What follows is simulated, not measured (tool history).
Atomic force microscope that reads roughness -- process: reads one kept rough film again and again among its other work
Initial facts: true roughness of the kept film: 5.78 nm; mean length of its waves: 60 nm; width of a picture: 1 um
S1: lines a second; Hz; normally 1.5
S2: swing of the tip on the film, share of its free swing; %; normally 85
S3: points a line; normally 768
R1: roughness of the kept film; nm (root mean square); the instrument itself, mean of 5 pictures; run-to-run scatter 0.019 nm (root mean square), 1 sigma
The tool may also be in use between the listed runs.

run,hour,S1,S2,S3,R1
1,0,1.5,85,768,4.286
# hour 6.3: new tip fitted
2,21.3,1.5,85,768,4.449
3,38.8,1.5,85,768,4.369
4,58.3,1.5,85,768,4.248
# hour 62.6: new tip fitted
5,71.7,1.5,85,582,4.449
6,88.4,1.5,85,419,4.388
7,107.8,1.5,75,419,4.58
8,116.6,1.5,75,419,4.523
# hour 118.4: new tip fitted
9,132.8,1.5,75,419,4.739
10,149.9,1.5,75,419,4.611
11,162.1,1.5,75,419,4.568
12,171,1.5,75,419,4.497
# hour 174: new tip fitted
13,191.7,1.5,75,419,4.728
14,205.8,1.5,75,419,4.663
15,223.2,1.5,75,419,4.556
# hour 231: new tip fitted
16,232.7,0.72,85,768,4.947
17,249.1,1.25,85,768,4.537
18,266.2,1.25,85,768,4.48
19,284.4,1.25,85,768,4.325
# hour 286.6: new tip fitted
20,302.1,1.5,85,768,4.446
21,317,1.5,85,768,4.373
22,335.5,1.5,85,768,4.259
# hour 343: new tip fitted
23,351.5,1.5,85,768,4.502
24,369.5,1.5,85,768,4.402
25,379,1.5,85,768,4.292
26,394.2,2.71,80,351,3.98
# hour 398.5: new tip fitted
27,412.7,3.56,68,768,4.478
28,422.7,0.68,85,348,4.857
29,432.9,1.5,77,768,4.582
30,443.5,1.5,77,380,4.531
# hour 453.7: new tip fitted
31,453.7,1.5,77,380,4.779
32,473.8,1.74,77,380,4.567
33,494.9,1.74,77,380,4.426
34,506.6,1.74,77,380,4.354
# hour 509.2: new tip fitted
35,521.8,2.17,86,468,4.118
36,531.1,1.5,82,768,4.497
37,549.6,0.56,57,903,5.077
# hour 565.6: new tip fitted
38,570.1,0.56,57,903,5.342
39,584.4,0.56,57,903,5.227
40,604,0.56,57,903,5.072
41,613,0.56,57,903,4.982
# hour 621.2: new tip fitted
42,632.6,0.56,57,903,5.257
43,644.4,0.56,57,903,5.192
44,653.1,0.56,59,845,5.116
45,665.4,0.56,59,845,5.017
46,675.6,0.96,63,627,4.886
# hour 678: new tip fitted
47,689.2,2.38,61,751,4.918
48,699.8,2.38,61,751,4.872
49,710.7,2.38,61,751,4.813

For each run, the measured value with the value that run would have given without the tool's hidden condition subtracted. The run-to-run variation is shared by both, the gauge scatter possibly not:
Hidden state present: radius of the tip, nm; height scale over the true one, %; drift of the gauge itself on roughness_nm, %.
run,R1
1,-0.308
2,-0.095
3,-0.198
4,-0.31
5,-0.078
6,-0.175
7,-0.303
8,-0.353
9,-0.119
10,-0.225
11,-0.305
12,-0.363
13,-0.127
14,-0.214
15,-0.317
16,-0.037
17,-0.136
18,-0.234
19,-0.33
20,-0.096
21,-0.184
22,-0.29
23,-0.055
24,-0.17
25,-0.224
26,-0.295
27,-0.093
28,-0.168
29,-0.218
30,-0.287
31,-0.033
32,-0.164
33,-0.3
34,-0.365
35,-0.068
36,-0.137
37,-0.29
38,-0.044
39,-0.148
40,-0.291
41,-0.352
42,-0.073
43,-0.155
44,-0.223
45,-0.314
46,-0.377
47,-0.076
48,-0.143
49,-0.212
